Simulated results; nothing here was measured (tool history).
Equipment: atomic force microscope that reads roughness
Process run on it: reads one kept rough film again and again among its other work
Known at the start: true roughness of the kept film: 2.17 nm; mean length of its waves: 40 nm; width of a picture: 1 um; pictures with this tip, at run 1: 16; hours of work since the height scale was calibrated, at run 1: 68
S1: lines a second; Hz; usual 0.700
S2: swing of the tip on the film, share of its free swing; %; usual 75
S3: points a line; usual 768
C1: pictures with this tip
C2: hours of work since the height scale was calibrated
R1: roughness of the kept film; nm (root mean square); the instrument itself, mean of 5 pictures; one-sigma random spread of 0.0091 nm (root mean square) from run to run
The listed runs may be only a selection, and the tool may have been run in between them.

{"run": 1, "day": 0.0, "S1": 0.7, "S2": 75, "S3": 768, "C1": 16, "C2": 68, "R1": 2.043}
{"run": 2, "day": 0.396, "S1": 0.7, "S2": 75, "S3": 768, "C1": 28, "C2": 75, "R1": 2.013}
{"run": 3, "day": 1.088, "S1": 0.507, "S2": 75, "S3": 768, "C1": 49, "C2": 88, "R1": 1.98}
{"run": 4, "day": 1.875, "S1": 0.507, "S2": 75, "S3": 768, "C1": 72, "C2": 103, "R1": 1.955}
{"day": 2.042, "done": "new tip fitted"}
{"run": 5, "day": 2.754, "S1": 0.7, "S2": 75, "S3": 768, "C1": 21, "C2": 119, "R1": 2.006}
{"run": 6, "day": 3.521, "S1": 0.7, "S2": 75, "S3": 768, "C1": 44, "C2": 134, "R1": 1.985}
{"run": 7, "day": 4.171, "S1": 0.7, "S2": 75, "S3": 296, "C1": 64, "C2": 146, "R1": 1.924}
{"day": 4.621, "done": "new tip fitted"}
{"run": 8, "day": 4.904, "S1": 0.7, "S2": 75, "S3": 296, "C1": 9, "C2": 160, "R1": 2.028}
{"run": 9, "day": 5.292, "S1": 3.579, "S2": 75, "S3": 296, "C1": 21, "C2": 167, "R1": 1.8}
{"run": 10, "day": 5.775, "S1": 2.848, "S2": 75, "S3": 296, "C1": 35, "C2": 176, "R1": 1.809}
{"run": 11, "day": 6.554, "S1": 2.848, "S2": 75, "S3": 296, "C1": 59, "C2": 191, "R1": 1.766}
{"run": 12, "day": 7.054, "S1": 0.7, "S2": 85, "S3": 768, "C1": 74, "C2": 200, "R1": 1.88}
{"day": 7.196, "done": "new tip fitted"}
{"run": 13, "day": 7.854, "S1": 0.7, "S2": 75, "S3": 748, "C1": 20, "C2": 215, "R1": 2.008}
{"run": 14, "day": 8.571, "S1": 0.7, "S2": 75, "S3": 748, "C1": 41, "C2": 229, "R1": 1.96}
{"run": 15, "day": 9.242, "S1": 0.7, "S2": 75, "S3": 768, "C1": 62, "C2": 241, "R1": 1.933}
{"day": 9.779, "done": "new tip fitted"}
{"run": 16, "day": 10.142, "S1": 0.7, "S2": 75, "S3": 768, "C1": 11, "C2": 258, "R1": 2.027}
{"run": 17, "day": 10.621, "S1": 0.7, "S2": 75, "S3": 380, "C1": 26, "C2": 267, "R1": 1.99}
{"run": 18, "day": 11.546, "S1": 0.7, "S2": 75, "S3": 567, "C1": 53, "C2": 285, "R1": 1.942}
{"run": 19, "day": 12.029, "S1": 0.7, "S2": 75, "S3": 567, "C1": 68, "C2": 294, "R1": 1.931}
{"day": 12.379, "done": "new tip fitted"}
{"run": 20, "day": 12.875, "S1": 0.7, "S2": 72, "S3": 567, "C1": 15, "C2": 309, "R1": 2.016}
{"run": 21, "day": 13.625, "S1": 0.7, "S2": 72, "S3": 567, "C1": 37, "C2": 324, "R1": 1.975}
{"run": 22, "day": 14.117, "S1": 0.7, "S2": 72, "S3": 567, "C1": 52, "C2": 333, "R1": 1.952}
{"run": 23, "day": 14.625, "S1": 0.7, "S2": 72, "S3": 567, "C1": 67, "C2": 343, "R1": 1.925}
{"day": 14.992, "done": "new tip fitted"}
{"run": 24, "day": 15.521, "S1": 0.7, "S2": 72, "S3": 819, "C1": 15, "C2": 359, "R1": 2.013}
{"run": 25, "day": 16.275, "S1": 0.7, "S2": 75, "S3": 768, "C1": 38, "C2": 373, "R1": 1.982}
{"run": 26, "day": 16.754, "S1": 0.7, "S2": 75, "S3": 347, "C1": 53, "C2": 382, "R1": 1.933}
{"run": 27, "day": 17.325, "S1": 0.578, "S2": 61, "S3": 843, "C1": 70, "C2": 393, "R1": 1.941}
{"day": 17.6, "done": "new tip fitted"}
{"run": 28, "day": 18.138, "S1": 0.861, "S2": 88, "S3": 768, "C1": 17, "C2": 408, "R1": 1.93}
{"run": 29, "day": 18.7, "S1": 0.861, "S2": 88, "S3": 768, "C1": 33, "C2": 419, "R1": 1.918}
{"run": 30, "day": 19.271, "S1": 1.249, "S2": 77, "S3": 768, "C1": 51, "C2": 430, "R1": 1.897}
{"run": 31, "day": 19.7, "S1": 0.7, "S2": 90, "S3": 692, "C1": 64, "C2": 438, "R1": 1.864}
{"day": 20.133, "done": "new tip fitted"}
{"run": 32, "day": 20.467, "S1": 0.7, "S2": 90, "S3": 692, "C1": 10, "C2": 452, "R1": 1.971}
{"run": 33, "day": 21.167, "S1": 0.7, "S2": 85, "S3": 683, "C1": 31, "C2": 465, "R1": 1.94}
{"run": 34, "day": 21.883, "S1": 0.515, "S2": 89, "S3": 308, "C1": 52, "C2": 479, "R1": 1.9}
{"run": 35, "day": 22.65, "S1": 0.515, "S2": 73, "S3": 428, "C1": 75, "C2": 493, "R1": 1.908}
{"day": 22.742, "done": "new tip fitted"}
{"run": 36, "day": 23.138, "S1": 1.653, "S2": 73, "S3": 712, "C1": 12, "C2": 502, "R1": 1.973}
{"run": 37, "day": 24.054, "S1": 1.653, "S2": 73, "S3": 712, "C1": 39, "C2": 520, "R1": 1.9}
{"run": 38, "day": 24.712, "S1": 1.653, "S2": 73, "S3": 712, "C1": 59, "C2": 532, "R1": 1.876}
{"day": 25.296, "done": "new tip fitted"}
{"run": 39, "day": 25.333, "S1": 1.653, "S2": 73, "S3": 712, "C1": 1, "C2": 543, "R1": 1.971}
{"run": 40, "day": 25.946, "S1": 1.653, "S2": 85, "S3": 257, "C1": 19, "C2": 555, "R1": 1.833}
{"run": 41, "day": 26.488, "S1": 1.653, "S2": 85, "S3": 257, "C1": 36, "C2": 565, "R1": 1.809}
{"run": 42, "day": 27.338, "S1": 0.7, "S2": 62, "S3": 557, "C1": 61, "C2": 581, "R1": 1.97}
{"day": 27.892, "done": "new tip fitted"}
{"run": 43, "day": 28.179, "S1": 0.7, "S2": 59, "S3": 557, "C1": 9, "C2": 597, "R1": 2.058}
{"run": 44, "day": 28.888, "S1": 0.7, "S2": 59, "S3": 557, "C1": 30, "C2": 610, "R1": 2.028}
{"run": 45, "day": 29.596, "S1": 0.752, "S2": 57, "S3": 710, "C1": 51, "C2": 624, "R1": 1.988}
{"day": 30.446, "done": "new tip fitted"}
{"run": 46, "day": 30.562, "S1": 0.752, "S2": 57, "S3": 710, "C1": 4, "C2": 642, "R1": 2.072}
{"run": 47, "day": 30.979, "S1": 1.655, "S2": 57, "S3": 597, "C1": 16, "C2": 649, "R1": 2.022}
{"run": 48, "day": 31.908, "S1": 1.655, "S2": 57, "S3": 597, "C1": 44, "C2": 667, "R1": 1.984}
{"run": 49, "day": 32.733, "S1": 1.655, "S2": 57, "S3": 597, "C1": 69, "C2": 683, "R1": 1.94}
{"day": 33.025, "done": "new tip fitted"}
{"run": 50, "day": 33.204, "S1": 1.171, "S2": 55, "S3": 502, "C1": 6, "C2": 691, "R1": 2.068}
{"run": 51, "day": 33.771, "S1": 0.7, "S2": 82, "S3": 418, "C1": 23, "C2": 702, "R1": 1.979}
{"run": 52, "day": 34.554, "S1": 0.7, "S2": 82, "S3": 423, "C1": 46, "C2": 717, "R1": 1.93}

Take each entry between the runs: how does the hidden state at the last listed run before it differ from the hidden state at the first listed run after it?
Between runs 4 and 5: new tip fitted (day 2.042)
  radius of the tip, nm: 17.3 -> 8.6; height scale over the true one, %: -0.14 -> -0.15
  the result without the hidden state subtracted from the measured one, R1: -0.128 -> -0.041 nm (root mean square)
Between runs 7 and 8: new tip fitted (day 4.621)
  radius of the tip, nm: 16.2 -> 6.6; height scale over the true one, %: -0.17 -> -0.18
  the result without the hidden state subtracted from the measured one, R1: -0.115 -> -0.021 nm (root mean square)
Between runs 12 and 13: new tip fitted (day 7.196)
  radius of the tip, nm: 17.9 -> 8.8; height scale over the true one, %: -0.21 -> -0.22
  the result without the hidden state subtracted from the measured one, R1: -0.130 -> -0.044 nm (root mean square)
Between runs 15 and 16: new tip fitted (day 9.779)
  radius of the tip, nm: 16.7 -> 6.9; height scale over the true one, %: -0.24 -> -0.25
  the result without the hidden state subtracted from the measured one, R1: -0.123 -> -0.025 nm (root mean square)
Between runs 19 and 20: new tip fitted (day 12.379)
  radius of the tip, nm: 16.8 -> 7.5; height scale over the true one, %: -0.28 -> -0.29
  the result without the hidden state subtracted from the measured one, R1: -0.124 -> -0.032 nm (root mean square)
Between runs 23 and 24: new tip fitted (day 14.992)
  radius of the tip, nm: 16.8 -> 8; height scale over the true one, %: -0.31 -> -0.32
  the result without the hidden state subtracted from the measured one, R1: -0.126 -> -0.037 nm (root mean square)
Between runs 27 and 28: new tip fitted (day 17.600)
  radius of the tip, nm: 17.3 -> 8.3; height scale over the true one, %: -0.34 -> -0.35
  the result without the hidden state subtracted from the measured one, R1: -0.132 -> -0.041 nm (root mean square)
Between runs 31 and 32: new tip fitted (day 20.133)
  radius of the tip, nm: 16.5 -> 7.7; height scale over the true one, %: -0.37 -> -0.38
  the result without the hidden state subtracted from the measured one, R1: -0.119 -> -0.035 nm (root mean square)
Between runs 35 and 36: new tip fitted (day 22.742)
  radius of the tip, nm: 19.2 -> 7.2; height scale over the true one, %: -0.41 -> -0.42
  the result without the hidden state subtracted from the measured one, R1: -0.151 -> -0.031 nm (root mean square)
Between runs 38 and 39: new tip fitted (day 25.296)
  radius of the tip, nm: 15.3 -> 5.4
  the result without the hidden state subtracted from the measured one, R1: -0.110 -> -0.013 nm (root mean square)
Between runs 42 and 43: new tip fitted (day 27.892)
  radius of the tip, nm: 15.7 -> 6.9; height scale over the true one, %: -0.47 -> -0.48
  the result without the hidden state subtracted from the measured one, R1: -0.120 -> -0.030 nm (root mean square)
Between runs 45 and 46: new tip fitted (day 30.446)
  radius of the tip, nm: 14.1 -> 5.7; height scale over the true one, %: -0.5 -> -0.51
  the result without the hidden state subtracted from the measured one, R1: -0.105 -> -0.018 nm (root mean square)
Between runs 49 and 50: new tip fitted (day 33.025)
  radius of the tip, nm: 17 -> 6
  the result without the hidden state subtracted from the measured one, R1: -0.132 -> -0.021 nm (root mean square)

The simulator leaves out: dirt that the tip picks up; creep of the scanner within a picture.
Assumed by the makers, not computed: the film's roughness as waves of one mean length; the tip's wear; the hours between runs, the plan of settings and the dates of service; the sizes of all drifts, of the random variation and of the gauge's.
